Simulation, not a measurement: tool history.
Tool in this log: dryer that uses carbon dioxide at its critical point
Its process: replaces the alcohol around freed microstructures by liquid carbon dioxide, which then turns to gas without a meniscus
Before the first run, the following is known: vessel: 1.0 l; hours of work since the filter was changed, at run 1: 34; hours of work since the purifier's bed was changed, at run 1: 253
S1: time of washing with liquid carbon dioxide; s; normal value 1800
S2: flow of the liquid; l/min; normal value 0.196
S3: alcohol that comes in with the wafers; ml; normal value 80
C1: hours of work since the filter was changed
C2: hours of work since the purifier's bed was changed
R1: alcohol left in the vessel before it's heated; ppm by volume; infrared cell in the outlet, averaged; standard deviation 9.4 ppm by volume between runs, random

| run | day | S1 | S2 | S3 | C1 | C2 | R1 |
|---|---|---|---|---|---|---|---|
| 1 | 0 | 1800 | 0.196 | 80 | 34 | 253 | 653 |
| 2 | 1.317 | 1800 | 0.196 | 80 | 58 | 278 | 656 |
| 3 | 2.088 | 1800 | 0.29 | 80 | 73 | 292 | 133 |
| 4 | 3.521 | 1800 | 0.29 | 80 | 99 | 319 | 146 |
| 5 | 4.746 | 1800 | 0.29 | 80 | 122 | 342 | 151 |
| 6 | 6.088 | 1800 | 0.29 | 80 | 147 | 367 | 164 |
| 7 | 7.488 | 1800 | 0.29 | 80 | 173 | 393 | 194 |
| 8 | 8.8 | 1800 | 0.196 | 80 | 198 | 418 | 1029 |
| 9 | 9.988 | 1800 | 0.196 | 80 | 220 | 440 | 1087 |
|  | 11.042 | inlet filter changed |
| 10 | 11.483 | 1800 | 0.196 | 80 | 8 | 467 | 654 |
| 11 | 12.267 | 1800 | 0.196 | 80 | 23 | 481 | 668 |
| 12 | 13.238 | 1800 | 0.196 | 80 | 41 | 500 | 716 |
| 13 | 14.654 | 2580 | 0.196 | 80 | 67 | 526 | 204 |
| 14 | 15.475 | 2340 | 0.198 | 80 | 83 | 541 | 263 |
| 15 | 16.129 | 1680 | 0.198 | 32 | 95 | 554 | 493 |
| 16 | 17.217 | 1680 | 0.198 | 32 | 115 | 574 | 515 |
| 17 | 18.429 | 1260 | 0.218 | 80 | 138 | 597 | 2296 |
| 18 | 19.346 | 2640 | 0.199 | 68 | 155 | 614 | 219 |
| 19 | 20.517 | 2700 | 0.166 | 80 | 177 | 636 | 422 |
| 20 | 21.771 | 2160 | 0.196 | 35 | 200 | 659 | 334 |
| 21 | 23.042 | 2040 | 0.196 | 35 | 224 | 683 | 397 |
|  | 23.908 | inlet filter changed |
| 22 | 23.908 | 2760 | 0.14 | 35 | 0 | 698 | 317 |
| 23 | 25.004 | 2760 | 0.14 | 35 | 20 | 719 | 321 |
| 24 | 26.125 | 1560 | 0.229 | 86 | 41 | 740 | 774 |
| 25 | 26.867 | 2040 | 0.298 | 37 | 55 | 753 | 184 |
| 26 | 28.104 | 1920 | 0.232 | 43 | 78 | 776 | 286 |

Alternative continuations, all from the tool just after run 26; predict every row:
| A | 28.846 | 1560 | 0.232 | 43 | 92 | 790 | ? |
| B | 28.846 | 1920 | 0.291 | 34 | 92 | 790 | ? |
| C | 28.846 | 1080 | 0.196 | 80 | 92 | 790 | ? |
| D | 28.846 | 2760 | 0.232 | 25 | 92 | 790 | ? |
| E | 28.846 | 1800 | 0.305 | 80 | 92 | 790 | ? |

| run | R1 |
|---|---|
| A | 516 |
| B | 199 |
| C | 4879 |
| D | 184 |
| E | 219 |
What these runs would have given with no unlogged condition in the tool:
| run | R1 |
|---|---|
| A | 255 |
| B | 18 |
| C | 3962 |
| D | 7 |
| E | 28 |
